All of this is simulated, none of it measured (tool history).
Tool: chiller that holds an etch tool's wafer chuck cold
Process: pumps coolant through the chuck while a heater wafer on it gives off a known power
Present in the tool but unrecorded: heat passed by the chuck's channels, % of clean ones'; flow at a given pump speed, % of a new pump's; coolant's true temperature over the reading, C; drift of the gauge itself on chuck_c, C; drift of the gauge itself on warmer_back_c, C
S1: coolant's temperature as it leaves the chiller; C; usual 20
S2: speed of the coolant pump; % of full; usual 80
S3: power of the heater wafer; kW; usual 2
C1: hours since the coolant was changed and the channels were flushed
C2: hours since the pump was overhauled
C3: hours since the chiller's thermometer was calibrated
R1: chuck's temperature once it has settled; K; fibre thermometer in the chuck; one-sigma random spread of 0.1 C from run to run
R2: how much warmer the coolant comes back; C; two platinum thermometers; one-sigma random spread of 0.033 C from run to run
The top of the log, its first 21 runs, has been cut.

run,hour,S1,S2,S3,C1,C2,C3,R1,R2
22,669.2,13,80,1.622,1176,1779,2027,295.95,3.74
23,693.3,19,80,1.845,1200,1803,2051,303.35,4.27
24,724.5,19,80,1.845,1232,1834,2082,303.35,4.36
25,745.9,19,94,2,1253,1855,2104,302.75,3.96
26,768.2,18,94,1.099,1275,1877,2126,297.05,2.16
27,805.2,25,60,1.671,1312,1915,2163,311.05,5.31
28,838.8,13,60,1.671,1346,1948,2197,299.05,5.27
29,880.3,13,80,2.405,1387,1990,2238,300.95,5.63
30,902.3,20,63,1.757,1409,2012,2260,306.25,5.25
31,930.2,20,63,1.757,1437,2040,2288,306.15,5.34
32,970,20,63,1.757,1477,2079,2328,306.25,5.35

Predict each of these 4 candidate next runs independently; none follows another, all start after run 32:
A,1005.6,27,89,2,1513,2115,2363,?,?
B,1005.6,27,99,2.366,1513,2115,2363,?,?
C,1005.6,20,63,1.757,1513,2115,2363,?,?
D,1005.6,20,63,2.605,1513,2115,2363,?,?

run,R1,R2
A,311.25,4.23
B,312.65,4.45
C,306.25,5.27
D,312.55,7.87
With no hidden state in the tool, these same runs would have given:
run,R1,R2
A,310.55,4.02
B,311.85,4.23
C,305.45,5.01
D,311.15,7.48
